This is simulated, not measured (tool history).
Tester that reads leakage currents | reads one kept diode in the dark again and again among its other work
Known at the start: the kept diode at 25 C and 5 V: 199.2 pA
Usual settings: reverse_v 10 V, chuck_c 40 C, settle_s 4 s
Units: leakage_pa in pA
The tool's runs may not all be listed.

{"run": 1, "hour": 0.0, "reverse_v": 10, "chuck_c": 40, "settle_s": 4, "leakage_pa": 665.35}
{"run": 2, "hour": 19.1, "reverse_v": 10, "chuck_c": 40, "settle_s": 4, "leakage_pa": 664.34}
{"run": 3, "hour": 35.0, "reverse_v": 10, "chuck_c": 40, "settle_s": 4, "leakage_pa": 665.6}
{"run": 4, "hour": 67.3, "reverse_v": 10, "chuck_c": 40, "settle_s": 4, "leakage_pa": 663.41}
{"run": 5, "hour": 102.9, "reverse_v": 10, "chuck_c": 40, "settle_s": 4, "leakage_pa": 662.7}
{"run": 6, "hour": 141.1, "reverse_v": 10, "chuck_c": 40, "settle_s": 4, "leakage_pa": 662.13}
{"hour": 161.5, "done": "chuck's temperature calibrated"}
{"run": 7, "hour": 168.8, "reverse_v": 10, "chuck_c": 40, "settle_s": 4, "leakage_pa": 778.91}
{"run": 8, "hour": 206.8, "reverse_v": 10, "chuck_c": 40, "settle_s": 0.53, "leakage_pa": 775.69}
{"run": 9, "hour": 234.5, "reverse_v": 10, "chuck_c": 40, "settle_s": 0.53, "leakage_pa": 782.59}
{"run": 10, "hour": 254.4, "reverse_v": 10, "chuck_c": 40, "settle_s": 0.53, "leakage_pa": 778.61}
{"run": 11, "hour": 278.7, "reverse_v": 10, "chuck_c": 40, "settle_s": 0.53, "leakage_pa": 778.31}
{"run": 12, "hour": 305.7, "reverse_v": 10, "chuck_c": 40, "settle_s": 0.53, "leakage_pa": 776.75}
{"run": 13, "hour": 327.6, "reverse_v": 10, "chuck_c": 40, "settle_s": 0.53, "leakage_pa": 779.96}
{"run": 14, "hour": 364.9, "reverse_v": 10, "chuck_c": 40, "settle_s": 0.53, "leakage_pa": 771.92}
{"run": 15, "hour": 389.0, "reverse_v": 10, "chuck_c": 40, "settle_s": 0.53, "leakage_pa": 771.43}
{"run": 16, "hour": 423.9, "reverse_v": 10, "chuck_c": 40, "settle_s": 0.53, "leakage_pa": 767.13}
{"run": 17, "hour": 449.3, "reverse_v": 10, "chuck_c": 40, "settle_s": 0.53, "leakage_pa": 769.24}
{"run": 18, "hour": 476.1, "reverse_v": 10, "chuck_c": 40, "settle_s": 4, "leakage_pa": 765.83}
{"run": 19, "hour": 508.5, "reverse_v": 10, "chuck_c": 40, "settle_s": 0.38, "leakage_pa": 766.35}
{"run": 20, "hour": 534.6, "reverse_v": 10, "chuck_c": 40, "settle_s": 4, "leakage_pa": 760.82}
{"run": 21, "hour": 555.5, "reverse_v": 10, "chuck_c": 21, "settle_s": 0.54, "leakage_pa": 190.99}
{"run": 22, "hour": 582.0, "reverse_v": 3.6, "chuck_c": 24, "settle_s": 2.72, "leakage_pa": 159.66}
{"run": 23, "hour": 601.4, "reverse_v": 12.6, "chuck_c": 32, "settle_s": 1.29, "leakage_pa": 470.59}
{"run": 24, "hour": 626.2, "reverse_v": 12.6, "chuck_c": 32, "settle_s": 1.29, "leakage_pa": 470.89}
{"run": 25, "hour": 663.5, "reverse_v": 12.6, "chuck_c": 33, "settle_s": 5.01, "leakage_pa": 504.14}
{"run": 26, "hour": 688.0, "reverse_v": 12.6, "chuck_c": 33, "settle_s": 5.01, "leakage_pa": 503.14}
{"run": 27, "hour": 709.4, "reverse_v": 12.6, "chuck_c": 33, "settle_s": 5.01, "leakage_pa": 501.58}
{"run": 28, "hour": 732.1, "reverse_v": 12.6, "chuck_c": 33, "settle_s": 5.01, "leakage_pa": 501.78}
{"run": 29, "hour": 768.3, "reverse_v": 12.6, "chuck_c": 33, "settle_s": 5.01, "leakage_pa": 500.28}
{"run": 30, "hour": 794.7, "reverse_v": 2.3, "chuck_c": 26, "settle_s": 1.49, "leakage_pa": 155.13}
{"run": 31, "hour": 832.5, "reverse_v": 2.3, "chuck_c": 26, "settle_s": 1.49, "leakage_pa": 154.67}
{"run": 32, "hour": 850.6, "reverse_v": 3.5, "chuck_c": 37, "settle_s": 1.06, "leakage_pa": 405.44}
{"run": 33, "hour": 879.9, "reverse_v": 1.3, "chuck_c": 37, "settle_s": 6.27, "leakage_pa": 276.82}
{"run": 34, "hour": 907.7, "reverse_v": 1.3, "chuck_c": 37, "settle_s": 6.27, "leakage_pa": 275.99}
{"run": 35, "hour": 938.9, "reverse_v": 1.3, "chuck_c": 37, "settle_s": 6.27, "leakage_pa": 277.13}
{"run": 36, "hour": 966.9, "reverse_v": 1.8, "chuck_c": 41, "settle_s": 8.38, "leakage_pa": 412.51}
{"run": 37, "hour": 991.1, "reverse_v": 1.8, "chuck_c": 41, "settle_s": 8.38, "leakage_pa": 413.11}
{"run": 38, "hour": 1012.5, "reverse_v": 1.8, "chuck_c": 41, "settle_s": 8.38, "leakage_pa": 412.11}
{"run": 39, "hour": 1034.8, "reverse_v": 1.8, "chuck_c": 41, "settle_s": 8.38, "leakage_pa": 410.57}

3 ways to go on from here, each from the tool as it stands after run 39. What would each give?
{"run": "A", "hour": 1058.8, "reverse_v": 10, "chuck_c": 40, "settle_s": 0.51, "leakage_pa": "?"}
{"run": "B", "hour": 1058.8, "reverse_v": 4, "chuck_c": 41, "settle_s": 8.38, "leakage_pa": "?"}
{"run": "C", "hour": 1058.8, "reverse_v": 1.1, "chuck_c": 22, "settle_s": 6.61, "leakage_pa": "?"}

run=A leakage_pa=741.65
run=B leakage_pa=556.44
run=C leakage_pa=84.23
Without the tool's hidden state the same runs would have given:
run=A leakage_pa=775.35
run=B leakage_pa=582.21
run=C leakage_pa=88.76

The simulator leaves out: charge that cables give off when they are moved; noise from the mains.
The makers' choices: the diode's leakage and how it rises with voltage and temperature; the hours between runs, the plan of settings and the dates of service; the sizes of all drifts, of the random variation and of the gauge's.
